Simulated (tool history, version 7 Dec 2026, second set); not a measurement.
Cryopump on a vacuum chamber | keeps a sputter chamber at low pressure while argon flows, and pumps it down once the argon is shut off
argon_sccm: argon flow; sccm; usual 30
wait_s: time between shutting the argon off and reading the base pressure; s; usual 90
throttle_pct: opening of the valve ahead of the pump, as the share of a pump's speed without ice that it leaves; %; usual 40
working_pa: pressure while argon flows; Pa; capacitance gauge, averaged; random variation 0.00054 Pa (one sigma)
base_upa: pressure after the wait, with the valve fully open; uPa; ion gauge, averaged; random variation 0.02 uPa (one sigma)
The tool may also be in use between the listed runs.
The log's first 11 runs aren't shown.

run     day  argon_sccm  wait_s  throttle_pct  working_pa  base_upa
 12  13.892          30      47            40      0.0561      0.71
 13  15.442          30      47            40      0.0559      0.67
 14  16.462          30      47            40      0.0558      0.72
 15  18.296          30      90            23      0.0953      0.59
 16  20.083          30      90            16      0.1343      0.62
 17  22.112          30      90            16      0.1343      0.62
 18    23.5          17      80            40      0.0327      0.69
 19   24.55          18      27            50      0.0295      1.03
 20  26.117          18      27            50      0.0291      1.07
 21  27.179          13      36            41      0.0253      0.94
 22  28.188          13      23            15      0.0627      1.15
 23  29.933          13      23            15      0.0635      1.24
 24  31.854          45      33            52      0.0721      1.03
 25  33.496          31     131            32      0.0745      0.71
 26  34.383          37      61            15      0.1812      0.88
 27  35.525          37      61            15      0.1821      0.85
     36.979  -- pump warmed up, emptied and cooled again
 28  37.696          25     113            15      0.1168      0.53
 29  39.688          28     228            43      0.0459      0.53
 30  40.996          28     228            43      0.0454      0.52
 31  42.717          37     228            42      0.0622      0.56
 32  44.529          37     228            42      0.0632      0.58
 33  46.379          18      28            40      0.0322      0.98

4 ways to go on from here, each from the tool as it stands after run 33. What would each give?
  A  47.546          20      96            33           ?         ?
  B  47.546          30      38            47           ?         ?
  C  47.546          53      92            40           ?         ?
  D  47.546          57      86            43           ?         ?

run  working_pa  base_upa
  A      0.0429      0.72
  B      0.0466      0.92
  C      0.0949       0.7
  D      0.0965      0.72
Without the tool's hidden state the same runs would have given:
run  working_pa  base_upa
  A      0.0415       0.3
  B      0.0444      0.52
  C      0.0911       0.3
  D      0.0924      0.31

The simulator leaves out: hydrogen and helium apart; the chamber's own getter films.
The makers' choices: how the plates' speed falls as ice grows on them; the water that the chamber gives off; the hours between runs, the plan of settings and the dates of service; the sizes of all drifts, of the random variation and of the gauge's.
